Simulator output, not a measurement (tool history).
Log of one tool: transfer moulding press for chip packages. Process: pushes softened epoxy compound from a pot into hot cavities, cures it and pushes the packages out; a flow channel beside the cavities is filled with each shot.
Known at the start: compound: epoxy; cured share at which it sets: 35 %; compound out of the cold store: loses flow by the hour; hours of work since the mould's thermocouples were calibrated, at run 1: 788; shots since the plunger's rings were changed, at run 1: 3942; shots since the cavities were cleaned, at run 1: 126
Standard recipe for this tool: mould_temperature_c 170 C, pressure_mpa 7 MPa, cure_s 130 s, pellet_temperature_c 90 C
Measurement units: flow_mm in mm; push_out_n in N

| run | hour | mould_temperature_c | pressure_mpa | cure_s | pellet_temperature_c | hours of work since the mould's thermocouples were calibrated | shots since the plunger's rings were changed | shots since the cavities were cleaned | incoming compound's hours out of the cold store | flow_mm | push_out_n |
|---|---|---|---|---|---|---|---|---|---|---|---|
| 1 | 0 | 170 | 7 | 130 | 90 | 788 | 3942 | 126 | 26.3 | 806 | 361 |
|  | 11.8 | mould's thermocouples calibrated |
| 2 | 45.1 | 170 | 7 | 156 | 90 | 18 | 4300 | 484 | 27.7 | 798 | 312 |
|  | 79.2 | cavities cleaned with cleaning compound and waxed |
| 3 | 118.6 | 170 | 7 | 156 | 90 | 57 | 4899 | 328 | 35.4 | 770 | 303 |
|  | 172.5 | cavities cleaned with cleaning compound and waxed |
|  | 180.7 | plunger's sealing rings changed |
| 4 | 194.9 | 170 | 7 | 130 | 96 | 96 | 119 | 165 | 16.5 | 829 | 364 |
| 5 | 227.2 | 170 | 7 | 130 | 90 | 113 | 387 | 433 | 17.8 | 828 | 368 |
|  | 266.1 | cavities cleaned with cleaning compound and waxed |
| 6 | 302.6 | 170 | 7 | 130 | 89 | 153 | 1002 | 304 | 30.7 | 783 | 369 |
| 7 | 348.5 | 170 | 7 | 130 | 89 | 178 | 1383 | 685 | 29.9 | 778 | 359 |
|  | 361.1 | cavities cleaned with cleaning compound and waxed |
| 8 | 413.4 | 170 | 7 | 130 | 89 | 212 | 1910 | 434 | 42.9 | 761 | 349 |
|  | 450.6 | cavities cleaned with cleaning compound and waxed |
| 9 | 485.7 | 178 | 7 | 130 | 90 | 251 | 2499 | 292 | 33.3 | 757 | 282 |
| 10 | 532.1 | 178 | 7 | 130 | 90 | 276 | 2885 | 678 | 38.4 | 748 | 301 |
|  | 539.6 | cavities cleaned with cleaning compound and waxed |
| 11 | 609.1 | 178 | 7 | 130 | 90 | 317 | 3512 | 577 | 9.8 | 829 | 304 |
|  | 634.1 | cavities cleaned with cleaning compound and waxed |
| 12 | 670.7 | 178 | 7 | 130 | 90 | 349 | 4012 | 305 | 40.4 | 750 | 300 |
|  | 727.2 | cavities cleaned with cleaning compound and waxed |
| 13 | 743.1 | 170 | 7 | 147 | 90 | 387 | 4601 | 133 | 13.2 | 840 | 323 |
|  | 819 | cavities cleaned with cleaning compound and waxed |
| 14 | 819 | 170 | 7 | 130 | 90 | 428 | 5219 | 0 | 10.6 | 858 | 365 |
|  | 838.6 | plunger's sealing rings changed |
| 15 | 865.9 | 170 | 7 | 130 | 90 | 452 | 226 | 369 | 18.5 | 835 | 367 |
|  | 910.8 | cavities cleaned with cleaning compound and waxed |
| 16 | 910.8 | 170 | 7 | 111 | 90 | 475 | 587 | 0 | 21 | 817 | 483 |
| 17 | 942.9 | 170 | 7 | 111 | 90 | 493 | 854 | 267 | 26.1 | 801 | 501 |
| 18 | 973.8 | 170 | 7 | 130 | 91 | 509 | 1111 | 524 | 12.7 | 840 | 371 |
|  | 1002.8 | cavities cleaned with cleaning compound and waxed |
| 19 | 1038.4 | 166 | 7.15 | 121 | 90 | 543 | 1635 | 296 | 25.3 | 839 | 536 |
| 20 | 1080.9 | 178 | 8.31 | 166 | 89 | 566 | 1989 | 650 | 10.5 | 903 | 286 |
|  | 1098.3 | cavities cleaned with cleaning compound and waxed |
| 21 | 1119.7 | 178 | 8.31 | 166 | 89 | 587 | 2299 | 179 | 26.1 | 848 | 294 |
| 22 | 1152.4 | 172 | 7 | 161 | 90 | 604 | 2571 | 451 | 44.8 | 743 | 298 |
|  | 1189 | cavities cleaned with cleaning compound and waxed |
| 23 | 1189.7 | 172 | 6 | 169 | 88 | 624 | 2868 | 6 | 8.6 | 788 | 288 |
| 24 | 1249.3 | 170 | 7.84 | 120 | 100 | 656 | 3364 | 502 | 44 | 790 | 393 |
|  | 1281.2 | cavities cleaned with cleaning compound and waxed |
| 25 | 1326.1 | 172 | 7 | 119 | 100 | 696 | 3990 | 374 | 13.2 | 840 | 375 |
|  | 1372.2 | cavities cleaned with cleaning compound and waxed |
| 26 | 1393.1 | 172 | 6.48 | 142 | 89 | 732 | 4534 | 174 | 16.8 | 792 | 309 |
|  | 1463.8 | cavities cleaned with cleaning compound and waxed |
| 27 | 1470.5 | 176 | 7.45 | 142 | 89 | 773 | 5165 | 55 | 17.3 | 831 | 284 |
|  | 1501.4 | plunger's sealing rings changed |
|  | 1513.2 | mould's thermocouples calibrated |
| 28 | 1530.3 | 163 | 6.22 | 113 | 92 | 9 | 224 | 515 | 26.2 | 784 | 755 |

Each row is a separate what-if for the run after 28, all from the same tool condition, not one after another. Results?
|  | 1558.7 | cavities cleaned with cleaning compound and waxed |
| A | 1566.7 | 163 | 7 | 130 | 84 | 28 | 513 | 66 | 31.9 | ? | ? |
|  | 1558.7 | cavities cleaned with cleaning compound and waxed |
| B | 1566.7 | 166 | 6.22 | 113 | 92 | 28 | 513 | 66 | 25.1 | ? | ? |
|  | 1558.7 | cavities cleaned with cleaning compound and waxed |
| C | 1566.7 | 165 | 7 | 112 | 90 | 28 | 513 | 66 | 25.2 | ? | ? |

| run | flow_mm | push_out_n |
|---|---|---|
| A | 801 | 570 |
| B | 769 | 617 |
| C | 813 | 687 |
Without the tool's unlogged condition, the same runs would have read:
| run | flow_mm | push_out_n |
|---|---|---|
| A | 801 | 569 |
| B | 769 | 616 |
| C | 813 | 686 |
